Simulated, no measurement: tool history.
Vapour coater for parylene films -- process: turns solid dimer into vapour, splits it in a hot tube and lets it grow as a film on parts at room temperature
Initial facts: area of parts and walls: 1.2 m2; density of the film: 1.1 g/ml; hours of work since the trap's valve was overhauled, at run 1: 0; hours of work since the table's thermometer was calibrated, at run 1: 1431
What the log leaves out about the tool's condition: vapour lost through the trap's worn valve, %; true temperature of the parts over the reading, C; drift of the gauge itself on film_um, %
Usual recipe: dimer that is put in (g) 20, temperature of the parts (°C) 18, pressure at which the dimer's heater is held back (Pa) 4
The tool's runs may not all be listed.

run	hour	dimer that is put in (g)	temperature of the parts (°C)	pressure at which the dimer's heater is held back (Pa)	hours of work since the trap's valve was overhauled	hours of work since the table's thermometer was calibrated	thickness of the film (µm)
1	0	20	18	4	0	1431	10.12
2	47.1	20	18	4	25	1456	10.03
3	77.8	20	18	4	41	1473	9.9
4	139	20	18	4	73	1505	9.9
5	209.4	20	18	4	111	1542	9.76
6	261.8	20	22	4	138	1570	8.7
# hour 287.3: table's thermometer calibrated
7	321.7	20	22	4	169	18	8.37
# hour 329.4: trap's valve overhauled
8	385.6	20	19	3.19	30	50	9.32
9	444.1	20	19	3.19	61	81	9.24
10	492.9	20	23	4	86	106	7.68
11	541.9	13	15	10.86	112	132	5.27
12	583	20	18	3.98	134	154	9.04
13	641.3	11	29	2.12	165	185	3.94
# hour 666.5: trap's valve overhauled, once more
14	684.9	11	29	2.12	10	206	4.41

Consider 5 possible next runs. They are alternatives, not a sequence: every one starts from the tool as it was left by run 14. What does each give?
A	743.4	21	12	4.88	41	237	?
B	743.4	26	13	10.01	41	237	?
C	743.4	33	30	2.89	41	237	?
D	743.4	13	18	4.86	41	237	?
E	743.4	20	14	4.75	41	237	?

run	thickness of the film (µm)
A	11.75
B	12.08
C	11.81
D	6.01
E	10.42
With the hidden condition removed and each run's random variation left untouched, the same runs would have given:
run	thickness of the film (µm)
A	11.85
B	12.17
C	11.9
D	6.06
E	10.5
